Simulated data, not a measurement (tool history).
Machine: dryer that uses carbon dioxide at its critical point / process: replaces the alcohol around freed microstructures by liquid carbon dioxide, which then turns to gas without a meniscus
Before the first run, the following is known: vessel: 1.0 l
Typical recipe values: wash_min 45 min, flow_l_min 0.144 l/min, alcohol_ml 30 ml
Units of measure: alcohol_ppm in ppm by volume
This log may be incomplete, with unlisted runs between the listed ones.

run 1 hour=0 | wash_min=45 flow_l_min=0.144 alcohol_ml=30 | alcohol_ppm=132
run 2 hour=22.1 | wash_min=45 flow_l_min=0.144 alcohol_ml=30 | alcohol_ppm=148
run 3 hour=44.8 | wash_min=45 flow_l_min=0.142 alcohol_ml=30 | alcohol_ppm=159
run 4 hour=59 | wash_min=33 flow_l_min=0.144 alcohol_ml=30 | alcohol_ppm=489
run 5 hour=71.8 | wash_min=33 flow_l_min=0.144 alcohol_ml=30 | alcohol_ppm=478
run 6 hour=84.9 | wash_min=33 flow_l_min=0.144 alcohol_ml=30 | alcohol_ppm=488
run 7 hour=103.3 | wash_min=33 flow_l_min=0.144 alcohol_ml=30 | alcohol_ppm=511
-- hour=114.5 inlet filter changed
run 8 hour=127.6 | wash_min=33 flow_l_min=0.144 alcohol_ml=30 | alcohol_ppm=325
run 9 hour=143.8 | wash_min=33 flow_l_min=0.144 alcohol_ml=30 | alcohol_ppm=322
run 10 hour=157.1 | wash_min=40 flow_l_min=0.144 alcohol_ml=30 | alcohol_ppm=162
run 11 hour=171.1 | wash_min=40 flow_l_min=0.104 alcohol_ml=30 | alcohol_ppm=592
run 12 hour=182.8 | wash_min=40 flow_l_min=0.104 alcohol_ml=25 | alcohol_ppm=514
run 13 hour=206.2 | wash_min=40 flow_l_min=0.104 alcohol_ml=25 | alcohol_ppm=510
run 14 hour=224 | wash_min=45 flow_l_min=0.144 alcohol_ml=30 | alcohol_ppm=120
run 15 hour=238.8 | wash_min=45 flow_l_min=0.144 alcohol_ml=27 | alcohol_ppm=116
run 16 hour=257.1 | wash_min=45 flow_l_min=0.144 alcohol_ml=27 | alcohol_ppm=124
run 17 hour=272.4 | wash_min=45 flow_l_min=0.144 alcohol_ml=27 | alcohol_ppm=116
run 18 hour=292.5 | wash_min=45 flow_l_min=0.144 alcohol_ml=27 | alcohol_ppm=112
run 19 hour=303.2 | wash_min=45 flow_l_min=0.144 alcohol_ml=30 | alcohol_ppm=122
run 20 hour=325.5 | wash_min=45 flow_l_min=0.144 alcohol_ml=30 | alcohol_ppm=133
run 21 hour=338.9 | wash_min=45 flow_l_min=0.144 alcohol_ml=30 | alcohol_ppm=137
run 22 hour=360.1 | wash_min=45 flow_l_min=0.228 alcohol_ml=30 | alcohol_ppm=83
run 23 hour=374.6 | wash_min=45 flow_l_min=0.228 alcohol_ml=30 | alcohol_ppm=86
run 24 hour=398 | wash_min=57 flow_l_min=0.103 alcohol_ml=49 | alcohol_ppm=284
run 25 hour=419 | wash_min=45 flow_l_min=0.089 alcohol_ml=114 | alcohol_ppm=2987
run 26 hour=430.2 | wash_min=69 flow_l_min=0.132 alcohol_ml=22 | alcohol_ppm=100
run 27 hour=443.4 | wash_min=45 flow_l_min=0.144 alcohol_ml=94 | alcohol_ppm=289
run 28 hour=464.8 | wash_min=45 flow_l_min=0.129 alcohol_ml=99 | alcohol_ppm=516
run 29 hour=474.8 | wash_min=45 flow_l_min=0.129 alcohol_ml=99 | alcohol_ppm=524
run 30 hour=486.8 | wash_min=38 flow_l_min=0.094 alcohol_ml=78 | alcohol_ppm=3010
run 31 hour=501.6 | wash_min=45 flow_l_min=0.167 alcohol_ml=57 | alcohol_ppm=138
run 32 hour=516.5 | wash_min=45 flow_l_min=0.167 alcohol_ml=57 | alcohol_ppm=144
run 33 hour=531.1 | wash_min=44 flow_l_min=0.165 alcohol_ml=57 | alcohol_ppm=153
run 34 hour=541.1 | wash_min=44 flow_l_min=0.165 alcohol_ml=90 | alcohol_ppm=201
run 35 hour=554.5 | wash_min=28 flow_l_min=0.179 alcohol_ml=26 | alcohol_ppm=329
run 36 hour=565.5 | wash_min=28 flow_l_min=0.179 alcohol_ml=26 | alcohol_ppm=321
run 37 hour=585.5 | wash_min=44 flow_l_min=0.086 alcohol_ml=30 | alcohol_ppm=1117
run 38 hour=599.7 | wash_min=35 flow_l_min=0.128 alcohol_ml=63 | alcohol_ppm=1098
run 39 hour=621.7 | wash_min=43 flow_l_min=0.154 alcohol_ml=118 | alcohol_ppm=356
run 40 hour=636.8 | wash_min=45 flow_l_min=0.125 alcohol_ml=21 | alcohol_ppm=241
run 41 hour=649.3 | wash_min=45 flow_l_min=0.125 alcohol_ml=21 | alcohol_ppm=239
run 42 hour=666.8 | wash_min=35 flow_l_min=0.141 alcohol_ml=51 | alcohol_ppm=669
run 43 hour=688.8 | wash_min=27 flow_l_min=0.144 alcohol_ml=30 | alcohol_ppm=992
run 44 hour=704.3 | wash_min=39 flow_l_min=0.146 alcohol_ml=21 | alcohol_ppm=241
run 45 hour=726.3 | wash_min=39 flow_l_min=0.146 alcohol_ml=21 | alcohol_ppm=241
run 46 hour=741.1 | wash_min=31 flow_l_min=0.199 alcohol_ml=31 | alcohol_ppm=224

What if the next run were any one of these 3? Each begins from the tool's condition after run 46:
run A hour=751.1 | wash_min=65 flow_l_min=0.136 alcohol_ml=94 | alcohol_ppm=?
run B hour=751.1 | wash_min=31 flow_l_min=0.199 alcohol_ml=41 | alcohol_ppm=?
run C hour=751.1 | wash_min=57 flow_l_min=0.143 alcohol_ml=31 | alcohol_ppm=?

run=A alcohol_ppm=161
run=B alcohol_ppm=261
run=C alcohol_ppm=152
Without the tool's unlogged condition, the same runs would have read:
run=A alcohol_ppm=22
run=B alcohol_ppm=85
run=C alcohol_ppm=21
